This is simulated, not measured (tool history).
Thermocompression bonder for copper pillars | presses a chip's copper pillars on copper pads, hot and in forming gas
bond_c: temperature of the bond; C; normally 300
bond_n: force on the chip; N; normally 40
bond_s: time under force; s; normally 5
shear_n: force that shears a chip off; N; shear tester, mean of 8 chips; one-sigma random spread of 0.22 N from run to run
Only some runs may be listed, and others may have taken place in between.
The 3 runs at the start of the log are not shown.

run	hour	bond_c	bond_n	bond_s	shear_n
4	181.8	300	40	5	48.4
5	234.3	300	40	5	48.8
# hour 302.8: forming gas filter changed
6	317.9	300	40	5	48.4
7	355.6	300	40	5	48.4
8	394	300	40	5	48.3
9	450.1	300	40	5	48
10	525.7	300	40	5	48.3
11	588.1	300	40	5	48
# hour 596.3: forming gas filter changed
12	669.2	300	40	5	47.7
13	748.5	300	56	5	65.6
14	802.1	300	56	5	65.2
15	880.2	300	56	5	65.2
# hour 890.9: forming gas filter changed
16	957	300	56	5	64.6
17	1000.1	300	56	5	65.1
18	1052.4	300	56	5	64.7
19	1114.9	300	24	5	27.5
20	1182	300	24	5	27.3
# hour 1188.9: forming gas filter changed
# hour 1213.8: gauge calibrated
21	1258.2	300	24	5	28.3
22	1306.4	300	24	5	27.8

Expected results for the next run?
# hour 1378.3: heater calibrated with a thermocouple chip
23	1393	297	34	8	?

Logged for run 23: shear_n 48.1 N.
If the tool had no hidden condition, the same run with the same run-to-run variation would have returned shear_n 48.1 N.
